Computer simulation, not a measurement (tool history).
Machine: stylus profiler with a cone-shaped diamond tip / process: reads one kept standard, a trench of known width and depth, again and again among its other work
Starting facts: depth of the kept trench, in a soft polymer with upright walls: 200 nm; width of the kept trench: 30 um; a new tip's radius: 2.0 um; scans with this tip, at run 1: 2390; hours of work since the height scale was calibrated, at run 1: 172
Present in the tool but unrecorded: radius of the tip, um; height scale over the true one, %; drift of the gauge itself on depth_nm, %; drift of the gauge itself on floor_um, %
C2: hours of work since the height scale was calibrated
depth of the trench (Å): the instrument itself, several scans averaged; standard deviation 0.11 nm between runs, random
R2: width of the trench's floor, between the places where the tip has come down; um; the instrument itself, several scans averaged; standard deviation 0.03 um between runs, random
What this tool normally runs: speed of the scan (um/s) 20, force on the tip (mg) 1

Run 1, hour 0: usual settings; scans with this tip 2390; C2 172. Result: depth of the trench (Å) 2005.9, R2 28.08 um.
Run 2, hour 45.8: usual settings; scans with this tip 2726; C2 196. Result: depth of the trench (Å) 2004.4, R2 28.04 um.
Run 3, hour 69.6: usual settings; scans with this tip 2901; C2 209. Result: depth of the trench (Å) 2003.3, R2 28 um.
Run 4, hour 110.1: usual settings; scans with this tip 3198; C2 230. Result: depth of the trench (Å) 2004.9, R2 27.96 um.
Run 5, hour 141.7: usual settings; scans with this tip 3430; C2 247. Result: depth of the trench (Å) 2005.3, R2 27.96 um.
Run 6, hour 164.2: usual settings but force on the tip (mg) 1.03; scans with this tip 3596; C2 258. Result: depth of the trench (Å) 2003.6, R2 28.01 um.
Run 7, hour 186: usual settings but force on the tip (mg) 1.03; scans with this tip 3756; C2 270. Result: depth of the trench (Å) 2003, R2 28 um.
Run 8, hour 221: usual settings but force on the tip (mg) 1.03; scans with this tip 4012; C2 288. Result: depth of the trench (Å) 2004.7, R2 27.98 um.
Run 9, hour 241.3: usual settings but force on the tip (mg) 1.03; scans with this tip 4161; C2 299. Result: depth of the trench (Å) 2004.2, R2 28.04 um.
Run 10, hour 280.4: usual settings but speed of the scan (um/s) 7; scans with this tip 4449; C2 320. Result: depth of the trench (Å) 2002.4, R2 28.06 um.
Run 11, hour 323.7: usual settings but speed of the scan (um/s) 7, force on the tip (mg) 2.32; scans with this tip 4767; C2 343. Result: depth of the trench (Å) 2008.8, R2 28.09 um.
Run 12, hour 367.1: usual settings but force on the tip (mg) 2.89; scans with this tip 5085; C2 366. Result: depth of the trench (Å) 2008, R2 28 um.
Run 13, hour 400.7: usual settings but speed of the scan (um/s) 6; scans with this tip 5332; C2 383. Result: depth of the trench (Å) 2001.9, R2 28.02 um.
Run 14, hour 433.3: usual settings but speed of the scan (um/s) 6; scans with this tip 5571; C2 401. Result: depth of the trench (Å) 2002.5, R2 27.98 um.
Run 15, hour 462.2: usual settings but force on the tip (mg) 1.76; scans with this tip 5784; C2 416. Result: depth of the trench (Å) 2007.4, R2 27.91 um.
Run 16, hour 493.1: usual settings but force on the tip (mg) 1.76; scans with this tip 6011; C2 432. Result: depth of the trench (Å) 2006.4, R2 27.98 um.
Run 17, hour 532.3: usual settings but force on the tip (mg) 1.76; scans with this tip 6299; C2 453. Result: depth of the trench (Å) 2004.7, R2 27.91 um.
Run 18, hour 568.9: usual settings but force on the tip (mg) 0.55; scans with this tip 6567; C2 472. Result: depth of the trench (Å) 2000, R2 27.87 um.
Run 19, hour 610.6: usual settings; scans with this tip 6874; C2 494. Result: depth of the trench (Å) 2000.7, R2 27.97 um.
Run 20, hour 655.5: usual settings; scans with this tip 7203; C2 518. Result: depth of the trench (Å) 2002.1, R2 27.82 um.
Run 21, hour 676: usual settings; scans with this tip 7354; C2 529. Result: depth of the trench (Å) 2003.3, R2 27.87 um.
Run 22, hour 696.4: usual settings; scans with this tip 7504; C2 539. Result: depth of the trench (Å) 2001, R2 27.87 um.
Run 23, hour 715.9: usual settings but force on the tip (mg) 1.72; scans with this tip 7646; C2 550. Result: depth of the trench (Å) 2005.2, R2 27.92 um.
At hour 719.5: height scale calibrated on a step standard.
Run 24, hour 742.8: usual settings but force on the tip (mg) 1.72; scans with this tip 7841; C2 12. Result: depth of the trench (Å) 2001.4, R2 27.87 um.
Run 25, hour 789.3: usual settings but speed of the scan (um/s) 63, force on the tip (mg) 0.58; scans with this tip 8182; C2 37. Result: depth of the trench (Å) 2000.2, R2 27.53 um.
Run 26, hour 815.9: usual settings but speed of the scan (um/s) 63, force on the tip (mg) 0.58; scans with this tip 8377; C2 51. Result: depth of the trench (Å) 1999.3, R2 27.53 um.
Run 27, hour 836.4: usual settings but speed of the scan (um/s) 63, force on the tip (mg) 0.58; scans with this tip 8528; C2 62. Result: depth of the trench (Å) 1999.8, R2 27.52 um.
Run 28, hour 882.4: usual settings but speed of the scan (um/s) 26, force on the tip (mg) 2.33; scans with this tip 8866; C2 86. Result: depth of the trench (Å) 2001.8, R2 27.88 um.
Run 29, hour 910.7: usual settings but speed of the scan (um/s) 21, force on the tip (mg) 0.49; scans with this tip 9074; C2 101. Result: depth of the trench (Å) 1997.4, R2 27.79 um.
Run 30, hour 949.9: usual settings but speed of the scan (um/s) 31, force on the tip (mg) 2.6; scans with this tip 9362; C2 122. Result: depth of the trench (Å) 2005.5, R2 27.82 um.
At hour 963.5: height scale calibrated on a step standard, once more.
Run 31, hour 982.4: usual settings but speed of the scan (um/s) 31, force on the tip (mg) 2.6; scans with this tip 9597; C2 10. Result: depth of the trench (Å) 2009.1, R2 27.81 um.
Run 32, hour 1018.2: usual settings but force on the tip (mg) 2.01; scans with this tip 9859; C2 29. Result: depth of the trench (Å) 2010, R2 27.85 um.
Run 33, hour 1063.4: usual settings but speed of the scan (um/s) 13, force on the tip (mg) 2.06; scans with this tip 10192; C2 53. Result: depth of the trench (Å) 2011.4, R2 27.85 um.
Run 34, hour 1086.2: usual settings but speed of the scan (um/s) 21, force on the tip (mg) 1.77; scans with this tip 10359; C2 65. Result: depth of the trench (Å) 2009.2, R2 27.75 um.
Run 35, hour 1112.4: usual settings but speed of the scan (um/s) 21, force on the tip (mg) 0.62; scans with this tip 10551; C2 79. Result: depth of the trench (Å) 2003.7, R2 27.76 um.
Run 36, hour 1144: usual settings but speed of the scan (um/s) 21, force on the tip (mg) 0.62; scans with this tip 10783; C2 95. Result: depth of the trench (Å) 2003.9, R2 27.83 um.
Run 37, hour 1169: usual settings but speed of the scan (um/s) 21, force on the tip (mg) 0.62; scans with this tip 10967; C2 109. Result: depth of the trench (Å) 2006.3, R2 27.71 um.
Run 38, hour 1192.9: usual settings but speed of the scan (um/s) 24, force on the tip (mg) 1.83; scans with this tip 11142; C2 121. Result: depth of the trench (Å) 2009, R2 27.81 um.
Run 39, hour 1238.2: usual settings but speed of the scan (um/s) 24, force on the tip (mg) 1.83; scans with this tip 11475; C2 145. Result: depth of the trench (Å) 2008.5, R2 27.81 um.
Run 40, hour 1265.8: usual settings but force on the tip (mg) 0.35; scans with this tip 11678; C2 160. Result: depth of the trench (Å) 2003.6, R2 27.67 um.
Run 41, hour 1296.8: usual settings but force on the tip (mg) 0.35; scans with this tip 11905; C2 176. Result: depth of the trench (Å) 1999.9, R2 27.72 um.
Run 42, hour 1342.9: usual settings but force on the tip (mg) 0.35; scans with this tip 12243; C2 200. Result: depth of the trench (Å) 2002.8, R2 27.63 um.
Run 43, hour 1380.2: usual settings but force on the tip (mg) 0.35; scans with this tip 12518; C2 220. Result: depth of the trench (Å) 2003.4, R2 27.72 um.
Run 44, hour 1412.3: usual settings but speed of the scan (um/s) 18, force on the tip (mg) 2.26; scans with this tip 12753; C2 237. Result: depth of the trench (Å) 2009.4, R2 27.7 um.
Run 45, hour 1432.9: usual settings but speed of the scan (um/s) 57, force on the tip (mg) 2.26; scans with this tip 12905; C2 248. Result: depth of the trench (Å) 2007.4, R2 27.62 um.

Below, some changes in depth of the trench (Å) between adjacent runs. For each, the amount present without the hidden state too (settings, incoming material, random variation) and the amount remaining for the hidden state with gauge scatter not shared by both compared results:
Run 10 -> 11: force on the tip (mg) 1 -> 2.32. depth of the trench (Å) +6.4: hidden state -0.3, all else +6.7.
Run 12 -> 13: speed of the scan (um/s) 20 -> 6, force on the tip (mg) 2.89 -> 1. depth of the trench (Å) -6.1: hidden state -0.1, all else -6.
Run 23 -> 24: height scale calibrated on a step standard. depth of the trench (Å) -3.8: hidden state -1.3, all else -2.5.
Run 29 -> 30: speed of the scan (um/s) 21 -> 31, force on the tip (mg) 0.49 -> 2.6. depth of the trench (Å) +8.1: hidden state -0.1, all else +8.2.
Run 30 -> 31: height scale calibrated on a step standard, once more. depth of the trench (Å) +3.6: hidden state +7.1, all else -3.5.
